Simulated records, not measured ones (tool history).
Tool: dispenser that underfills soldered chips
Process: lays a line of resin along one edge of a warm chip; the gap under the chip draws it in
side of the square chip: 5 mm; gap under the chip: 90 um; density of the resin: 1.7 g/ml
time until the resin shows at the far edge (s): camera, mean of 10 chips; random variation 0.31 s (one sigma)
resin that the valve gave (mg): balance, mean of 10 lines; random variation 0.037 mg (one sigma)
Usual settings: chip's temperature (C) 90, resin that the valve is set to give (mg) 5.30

run,hour,chip's temperature (C),resin that the valve is set to give (mg),time until the resin shows at the far edge (s),resin that the valve gave (mg)
1,0.0,90,5.30,10.2,5.24
2,4.9,90,5.30,13.1,5.28
# hour 7.8: new syringe of resin
3,8.4,90,5.30,8.5,5.29
4,11.3,100,5.30,5.5,5.33
5,14.8,100,5.30,6.8,5.20
6,19.5,100,5.30,9.7,5.19
# hour 20.1: new syringe of resin
7,22.8,90,5.30,8.8,5.24
8,26.3,90,5.30,11.0,5.19
9,29.5,90,5.30,13.7,5.13
# hour 32.7: new syringe of resin
10,33.2,89,5.69,8.5,5.57
11,37.6,95,5.45,8.1,5.30
12,42.2,90,5.52,12.6,5.45
# hour 45.1: new syringe of resin
13,45.8,90,5.52,8.0,5.36
14,50.4,82,5.43,15.2,5.36
15,55.4,76,6.84,26.9,6.69

Some steps in time until the resin shows at the far edge (s) between neighbouring runs. How much of each would the tool show without its hidden state too (settings, what came in, random variation), and how much is left for the hidden state, with any gauge scatter that isn't in both results?
The hidden state here: resin's viscosity, % of fresh resin's; dose that the valve gives, % of what is set; true chip temperature over the reading, C; drift of the gauge itself on fill_s, %; drift of the gauge itself on given_mg, %.
Run 14 -> 15: chip's temperature (C) 82 -> 76, resin that the valve is set to give (mg) 5.43 -> 6.84. time until the resin shows at the far edge (s) +11.7: hidden state +7.6, all else +4.1.

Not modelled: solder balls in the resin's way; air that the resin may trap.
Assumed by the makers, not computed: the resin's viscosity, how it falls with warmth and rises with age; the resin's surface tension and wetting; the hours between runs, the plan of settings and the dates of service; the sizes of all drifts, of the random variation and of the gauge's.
